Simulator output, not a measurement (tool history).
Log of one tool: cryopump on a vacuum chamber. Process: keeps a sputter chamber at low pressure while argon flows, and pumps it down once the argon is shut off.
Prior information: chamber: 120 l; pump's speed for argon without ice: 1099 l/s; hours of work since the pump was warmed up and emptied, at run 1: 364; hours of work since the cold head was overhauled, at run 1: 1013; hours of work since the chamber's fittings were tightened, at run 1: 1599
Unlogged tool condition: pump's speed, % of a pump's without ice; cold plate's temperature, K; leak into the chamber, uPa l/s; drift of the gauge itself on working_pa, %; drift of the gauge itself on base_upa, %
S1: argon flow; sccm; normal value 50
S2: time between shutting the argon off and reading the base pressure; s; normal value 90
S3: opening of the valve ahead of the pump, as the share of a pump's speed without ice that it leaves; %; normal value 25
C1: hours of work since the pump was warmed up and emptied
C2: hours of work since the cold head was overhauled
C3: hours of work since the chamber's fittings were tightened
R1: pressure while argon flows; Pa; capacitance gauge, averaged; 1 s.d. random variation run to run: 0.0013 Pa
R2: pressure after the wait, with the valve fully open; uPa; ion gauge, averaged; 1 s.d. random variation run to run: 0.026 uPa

| run | hour | S1 | S2 | S3 | C1 | C2 | C3 | R1 | R2 |
|---|---|---|---|---|---|---|---|---|---|
| 1 | 0.0 | 50 | 90 | 25 | 364 | 1013 | 1599 | 0.3225 | 2.62 |
| 2 | 75.0 | 50 | 90 | 25 | 412 | 1060 | 1646 | 0.3239 | 2.61 |
| 3 | 141.7 | 50 | 90 | 25 | 454 | 1102 | 1688 | 0.3256 | 2.78 |
| 4 | 232.2 | 50 | 90 | 25 | 510 | 1159 | 1745 | 0.3277 | 2.85 |
| 5 | 280.5 | 50 | 90 | 25 | 541 | 1189 | 1776 | 0.3290 | 2.93 |
|  | 312.8 | pump warmed up, emptied and cooled again |
| 6 | 376.9 | 50 | 90 | 25 | 40 | 1246 | 1833 | 0.3128 | 2.56 |
| 7 | 419.9 | 32 | 90 | 25 | 67 | 1273 | 1860 | 0.2000 | 2.59 |
| 8 | 505.6 | 32 | 90 | 25 | 121 | 1327 | 1914 | 0.2023 | 2.68 |
| 9 | 579.7 | 50 | 90 | 22 | 168 | 1374 | 1961 | 0.3570 | 2.78 |

Run 10 comes next. What will it give?
| 10 | 645.6 | 46 | 172 | 20 | 209 | 1415 | 2002 | ? | ? |

R1: 0.3648 Pa
R2: 2.48 uPa
Were there no unlogged condition in the tool, this run, its random variation unchanged, would have produced R1 0.3557 Pa, R2 0.73 uPa.
